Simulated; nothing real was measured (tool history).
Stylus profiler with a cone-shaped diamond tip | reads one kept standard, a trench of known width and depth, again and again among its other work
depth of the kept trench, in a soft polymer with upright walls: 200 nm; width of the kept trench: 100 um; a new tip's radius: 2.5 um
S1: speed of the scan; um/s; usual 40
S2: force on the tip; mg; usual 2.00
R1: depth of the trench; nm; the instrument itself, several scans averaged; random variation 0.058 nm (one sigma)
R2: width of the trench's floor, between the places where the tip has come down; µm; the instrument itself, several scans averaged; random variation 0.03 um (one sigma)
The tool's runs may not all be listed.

run     day   S1    S2      R1     R2
  1   0.000   40  2.00  200.84  97.59
  2   0.921   40  2.00  200.87  97.71
  3   1.688   40  2.00  200.80  97.66
  4   2.538   40  5.24  201.81  97.68
  5   3.650   40  1.31  200.57  97.58
  6   4.550   40  2.00  200.98  97.60
  7   5.175   68  2.00  200.86  97.52
  8   5.812   40  0.71  200.25  97.48
  9   6.321   40  0.71  200.35  97.46
 10   7.308   40  4.20  201.57  97.65
 11   8.346   16  2.00  200.82  97.72
 12   9.446   16  2.27  200.84  97.66
 13  10.396   16  2.27  200.98  97.73
 14  11.479   40  2.00  200.78  97.58
 15  12.258   40  2.00  200.79  97.56
 16  13.338   16  2.00  200.80  97.69
 17  13.850   40  2.00  200.77  97.55
 18  14.454   40  2.00  200.79  97.54
 19  15.071   40  2.00  200.85  97.55
 20  15.954   40  4.98  201.67  97.66
 21  16.717   40  2.00  200.82  97.55
 22  17.238   40  2.00  200.75  97.56
 23  17.717   40  2.00  200.72  97.55
 24  18.675   40  2.00  200.76  97.56
 25  19.267  148  0.83  200.25  96.59
 26  20.388  148  0.83  200.34  96.55
 27  21.012   20  2.33  200.91  97.61

Forecast run 28:
 28  22.050  20  2.33   ?   ?

{"run 28": {"R1": 200.87, "R2": 97.61}}
Without the tool's hidden state the same run would have given R1 201.16 nm, R2 97.95 µm.

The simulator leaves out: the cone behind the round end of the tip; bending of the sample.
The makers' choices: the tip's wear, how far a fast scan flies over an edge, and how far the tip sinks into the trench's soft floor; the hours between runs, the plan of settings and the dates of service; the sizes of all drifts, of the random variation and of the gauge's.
